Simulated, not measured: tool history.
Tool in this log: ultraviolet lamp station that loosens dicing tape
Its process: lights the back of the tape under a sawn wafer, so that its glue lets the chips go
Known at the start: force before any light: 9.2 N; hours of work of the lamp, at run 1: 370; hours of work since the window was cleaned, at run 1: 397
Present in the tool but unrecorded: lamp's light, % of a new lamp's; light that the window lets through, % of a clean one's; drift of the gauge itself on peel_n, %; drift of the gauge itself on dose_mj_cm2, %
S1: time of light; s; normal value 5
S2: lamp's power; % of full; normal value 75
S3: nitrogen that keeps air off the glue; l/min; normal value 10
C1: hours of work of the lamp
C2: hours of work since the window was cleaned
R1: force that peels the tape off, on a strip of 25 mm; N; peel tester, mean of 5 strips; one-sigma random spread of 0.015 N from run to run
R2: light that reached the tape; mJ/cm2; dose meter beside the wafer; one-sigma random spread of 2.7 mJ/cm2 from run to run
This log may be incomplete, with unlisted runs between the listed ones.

{"run": 1, "hour": 0.0, "S1": 5, "S2": 75, "S3": 10, "C1": 370, "C2": 397, "R1": 1.397, "R2": 261}
{"run": 2, "hour": 11.5, "S1": 2, "S2": 75, "S3": 10, "C1": 379, "C2": 406, "R1": 4.312, "R2": 99}
{"run": 3, "hour": 22.8, "S1": 5, "S2": 71, "S3": 10, "C1": 388, "C2": 415, "R1": 1.626, "R2": 242}
{"run": 4, "hour": 33.2, "S1": 5, "S2": 71, "S3": 10, "C1": 396, "C2": 423, "R1": 1.613, "R2": 240}
{"run": 5, "hour": 41.1, "S1": 5, "S2": 71, "S3": 10, "C1": 402, "C2": 429, "R1": 1.669, "R2": 236}
{"run": 6, "hour": 54.1, "S1": 5, "S2": 75, "S3": 10, "C1": 412, "C2": 439, "R1": 1.516, "R2": 255}
{"run": 7, "hour": 62.2, "S1": 5, "S2": 75, "S3": 10, "C1": 418, "C2": 445, "R1": 1.55, "R2": 250}
{"run": 8, "hour": 74.0, "S1": 5, "S2": 75, "S3": 3, "C1": 427, "C2": 454, "R1": 2.972, "R2": 242}
{"run": 9, "hour": 86.3, "S1": 5, "S2": 75, "S3": 11, "C1": 437, "C2": 464, "R1": 1.436, "R2": 247}
{"run": 10, "hour": 97.5, "S1": 5, "S2": 75, "S3": 11, "C1": 445, "C2": 473, "R1": 1.445, "R2": 245}
{"hour": 98.5, "done": "window cleaned of glue's vapour"}
{"run": 11, "hour": 107.2, "S1": 5, "S2": 75, "S3": 11, "C1": 453, "C2": 7, "R1": 1.773, "R2": 216}
{"run": 12, "hour": 120.1, "S1": 5, "S2": 75, "S3": 11, "C1": 463, "C2": 17, "R1": 1.807, "R2": 208}
{"run": 13, "hour": 129.9, "S1": 5, "S2": 75, "S3": 11, "C1": 470, "C2": 24, "R1": 1.775, "R2": 207}
{"run": 14, "hour": 138.9, "S1": 5, "S2": 75, "S3": 10, "C1": 477, "C2": 31, "R1": 2.035, "R2": 209}
{"run": 15, "hour": 146.3, "S1": 3, "S2": 82, "S3": 5, "C1": 483, "C2": 37, "R1": 4.282, "R2": 132}
{"run": 16, "hour": 156.3, "S1": 7, "S2": 75, "S3": 3, "C1": 491, "C2": 45, "R1": 2.631, "R2": 284}
{"hour": 163.8, "done": "window cleaned of glue's vapour, once more"}
{"run": 17, "hour": 167.2, "S1": 4, "S2": 75, "S3": 12, "C1": 499, "C2": 3, "R1": 1.606, "R2": 225}
{"run": 18, "hour": 179.3, "S1": 5, "S2": 75, "S3": 10, "C1": 508, "C2": 12, "R1": 1.253, "R2": 273}
{"run": 19, "hour": 186.0, "S1": 3, "S2": 68, "S3": 10, "C1": 513, "C2": 17, "R1": 3.021, "R2": 150}
{"run": 20, "hour": 197.2, "S1": 5, "S2": 75, "S3": 3, "C1": 522, "C2": 26, "R1": 2.785, "R2": 271}
{"run": 21, "hour": 205.8, "S1": 2, "S2": 79, "S3": 7, "C1": 529, "C2": 32, "R1": 4.527, "R2": 117}
{"run": 22, "hour": 211.5, "S1": 2, "S2": 79, "S3": 7, "C1": 533, "C2": 37, "R1": 4.416, "R2": 116}
{"run": 23, "hour": 221.2, "S1": 2, "S2": 79, "S3": 9, "C1": 541, "C2": 44, "R1": 3.955, "R2": 109}
{"run": 24, "hour": 233.3, "S1": 2, "S2": 79, "S3": 9, "C1": 550, "C2": 54, "R1": 4.152, "R2": 112}
{"run": 25, "hour": 243.4, "S1": 2, "S2": 79, "S3": 9, "C1": 558, "C2": 62, "R1": 4.212, "R2": 114}
{"run": 26, "hour": 250.5, "S1": 5, "S2": 86, "S3": 3, "C1": 563, "C2": 67, "R1": 2.367, "R2": 294}
{"run": 27, "hour": 260.9, "S1": 2, "S2": 73, "S3": 8, "C1": 571, "C2": 75, "R1": 4.546, "R2": 98}
{"run": 28, "hour": 273.8, "S1": 2, "S2": 85, "S3": 5, "C1": 581, "C2": 85, "R1": 4.854, "R2": 116}

Predict each of these 3 candidate next runs independently; none follows another, all start after run 28:
{"run": "A", "hour": 285.3, "S1": 2, "S2": 75, "S3": 4, "C1": 590, "C2": 94, "R1": "?", "R2": "?"}
{"run": "B", "hour": 285.3, "S1": 7, "S2": 85, "S3": 5, "C1": 590, "C2": 94, "R1": "?", "R2": "?"}
{"run": "C", "hour": 285.3, "S1": 9, "S2": 95, "S3": 19, "C1": 590, "C2": 94, "R1": "?", "R2": "?"}

run=A R1=5.523 R2=100
run=B R1=1.054 R2=403
run=C R1=0.232 R2=589
Had the tool no hidden state, the same runs would have come out as:
run=A R1=4.374 R2=147
run=B R1=0.487 R2=588
run=C R1=0.204 R2=858
